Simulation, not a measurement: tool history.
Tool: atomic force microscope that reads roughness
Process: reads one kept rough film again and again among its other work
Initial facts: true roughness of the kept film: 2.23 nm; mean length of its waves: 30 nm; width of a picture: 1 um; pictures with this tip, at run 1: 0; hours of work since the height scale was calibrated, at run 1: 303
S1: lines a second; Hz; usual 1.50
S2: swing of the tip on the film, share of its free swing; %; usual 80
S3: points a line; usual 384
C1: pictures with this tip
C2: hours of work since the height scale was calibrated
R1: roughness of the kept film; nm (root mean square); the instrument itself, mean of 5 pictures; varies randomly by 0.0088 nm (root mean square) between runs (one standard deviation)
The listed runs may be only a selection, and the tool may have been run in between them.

run    day    S1  S2   S3  C1   C2     R1
  1  0.000  1.50  80  384   0  303  1.961
  2  0.871  1.50  80  269  38  316  1.839
  3  1.375  1.50  80  384  60  324  1.782
  4  1.883  1.50  75  384  82  332  1.752
     2.167  -- new tip fitted
  5  2.767  1.50  80  384  26  345  1.889
  6  3.500  1.50  80  384  58  356  1.807
     4.342  -- new tip fitted
  7  4.354  0.88  80  384   0  369  2.039
  8  5.067  0.88  80  384  31  380  1.953
  9  5.871  1.50  79  503  66  393  1.794
     6.600  -- new tip fitted
 10  6.829  1.50  79  503  10  407  1.966

Run 11, settings as shown, results not yet in. Your forecast:
 11  7.704  1.50  79  503  48  420   ?

{"run 11": {"R1": 1.86}}
On a tool with no hidden condition, and with the same random variation, this run would have come out at R1 1.993 nm (root mean square).

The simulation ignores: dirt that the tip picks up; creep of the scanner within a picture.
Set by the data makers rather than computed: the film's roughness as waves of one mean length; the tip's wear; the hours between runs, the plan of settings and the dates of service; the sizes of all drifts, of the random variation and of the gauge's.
